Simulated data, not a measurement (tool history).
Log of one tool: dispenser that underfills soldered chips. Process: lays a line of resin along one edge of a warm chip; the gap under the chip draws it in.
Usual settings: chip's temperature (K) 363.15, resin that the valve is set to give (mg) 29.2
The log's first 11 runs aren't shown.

run,hour,chip's temperature (K),resin that the valve is set to give (mg),hours of work since the syringe was changed,hours of work since the valve was cleaned,hours of work since the stage was calibrated,time until the resin shows at the far edge (s),resin that the valve gave (mg)
# hour 113: new syringe of resin
12,121.6,363.15,29.2,6,34,473,380.8,28.91
# hour 128.5: new syringe of resin
13,128.7,351.15,29.2,0,38,477,483.2,28.78
# hour 137.4: stage's temperature calibrated
# hour 141.8: dispensing valve cleaned and set on the balance
14,142.7,351.15,29.2,8,1,3,751,29.35
# hour 145.5: new syringe of resin
15,154.9,351.15,29.2,6,8,11,669.3,29.18
# hour 160.2: new syringe of resin
16,162.5,351.15,29.2,2,13,15,534.3,29.23
# hour 174.5: new syringe of resin
17,174.5,351.15,29.2,0,21,23,485.1,29.1
18,183.7,367.15,37.7,6,27,29,340.8,37.59
# hour 189.4: new syringe of resin
19,194.6,358.15,30.7,3,34,36,425.4,30.5
# hour 204.9: new syringe of resin
20,208.3,367.15,29.2,2,42,45,283.7,28.87
# hour 213.7: dispensing valve cleaned and set on the balance
# hour 221.1: new syringe of resin
21,222.6,356.15,29.2,1,6,53,426.1,29.15
22,234.2,356.15,29.2,9,13,61,634.6,29.1
# hour 235.7: new syringe of resin
23,245.2,357.15,34.4,6,20,68,508.1,34.14
# hour 250.7: new syringe of resin
24,253.1,370.15,36.9,2,25,73,243.2,36.55
# hour 265.1: new syringe of resin
25,268.2,367.15,36.9,2,35,82,276,36.51
26,278.3,358.15,29.2,9,41,89,578.7,28.77
# hour 279.8: new syringe of resin
# hour 285.4: dispensing valve cleaned and set on the balance
27,287.3,358.15,29.2,4,1,94,455.7,29.21
# hour 295.7: new syringe of resin
28,298.6,358.15,29.2,2,8,101,398.7,29.08
29,306.6,358.15,29.2,7,14,107,532.4,29
# hour 310.3: new syringe of resin
30,316.1,358.15,33.9,4,20,113,439.9,33.64
# hour 324.8: new syringe of resin
31,330.8,358.15,33.9,4,29,122,441.7,33.54
# hour 339.5: new syringe of resin
32,341.4,375.15,35.6,1,36,129,205.2,35.12
33,352.5,353.15,35.3,9,43,136,699,34.72
# hour 354.9: new syringe of resin
# hour 357.5: dispensing valve cleaned and set on the balance
34,360.2,357.15,28.1,3,2,140,429.8,28.14

3 ways to go on from here, each from the tool as it stands after run 34. What would each give?
# hour 371.1: new syringe of resin
A,373.1,356.15,26.4,1,10,148,?,?
# hour 371.1: new syringe of resin
B,373.1,369.15,37.2,1,10,148,?,?
# hour 371.1: new syringe of resin
C,373.1,360.15,28.7,1,10,148,?,?

run,time until the resin shows at the far edge (s),resin that the valve gave (mg)
A,429.1,26.32
B,249.9,37.14
C,357.5,28.64
Without the tool's hidden state the same runs would have given:
run,time until the resin shows at the far edge (s),resin that the valve gave (mg)
A,404.9,26.4
B,235.8,37.24
C,337.4,28.72
